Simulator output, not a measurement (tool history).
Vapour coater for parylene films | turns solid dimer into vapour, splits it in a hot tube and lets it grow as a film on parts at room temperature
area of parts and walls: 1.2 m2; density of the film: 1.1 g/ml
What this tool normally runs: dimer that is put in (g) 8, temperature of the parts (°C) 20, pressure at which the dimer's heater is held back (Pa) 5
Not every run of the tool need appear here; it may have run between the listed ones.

| run | hour | dimer that is put in (g) | temperature of the parts (°C) | pressure at which the dimer's heater is held back (Pa) | thickness of the film (nm) |
|---|---|---|---|---|---|
| 1 | 0 | 8 | 20 | 5 | 3690 |
| 2 | 59.5 | 8 | 20 | 2.33 | 3830 |
| 3 | 111.8 | 8 | 20 | 5 | 3620 |
| 4 | 159.5 | 8 | 20 | 5 | 3670 |
| 5 | 229.7 | 8 | 20 | 5 | 3610 |
| 6 | 283 | 8 | 20 | 5 | 3650 |
| 7 | 313.9 | 4 | 20 | 5 | 1770 |
| 8 | 344.6 | 4 | 20 | 5 | 1790 |
| 9 | 409.3 | 4 | 20 | 5 | 1750 |
| 10 | 460.3 | 4 | 20 | 5 | 1770 |
| 11 | 496.8 | 4 | 20 | 5 | 1720 |
| 12 | 543.1 | 8 | 20 | 11.87 | 3310 |
| 13 | 579.7 | 8 | 20 | 11.87 | 3240 |
| 14 | 645.6 | 8 | 20 | 11.87 | 3200 |
| 15 | 711.4 | 9 | 20 | 11.87 | 3590 |
| 16 | 779.5 | 8 | 20 | 4.78 | 3390 |
| 17 | 834.5 | 4 | 20 | 2.14 | 1730 |
|  | 838.6 | table's thermometer calibrated |
|  | 891.3 | trap's valve overhauled |
| 18 | 895 | 4 | 20 | 2.14 | 1950 |
| 19 | 932 | 7 | 23 | 4.21 | 2950 |
| 20 | 979 | 14 | 23 | 10.15 | 5660 |
| 21 | 1033.5 | 6 | 31 | 5 | 2010 |
|  | 1057.4 | table's thermometer calibrated, once more |
| 22 | 1099.2 | 8 | 19 | 10.97 | 3650 |
| 23 | 1162.6 | 8 | 19 | 10.97 | 3630 |
| 24 | 1220.1 | 13 | 20 | 2.86 | 6180 |
| 25 | 1253.5 | 5 | 20 | 3.31 | 2370 |
| 26 | 1295.7 | 5 | 20 | 3.31 | 2320 |

Here are 3 independent what-if runs from the current tool condition. What would each one return?
| A | 1338.9 | 8 | 12 | 8.49 | ? |
| B | 1338.9 | 9 | 17 | 5.53 | ? |
| C | 1338.9 | 13 | 20 | 3.31 | ? |

| run | thickness of the film (nm) |
|---|---|
| A | 4330 |
| B | 4350 |
| C | 5970 |
Take away the tool's hidden state, keep each run's random variation, and the runs would have read:
| run | thickness of the film (nm) |
|---|---|
| A | 4630 |
| B | 4650 |
| C | 6380 |
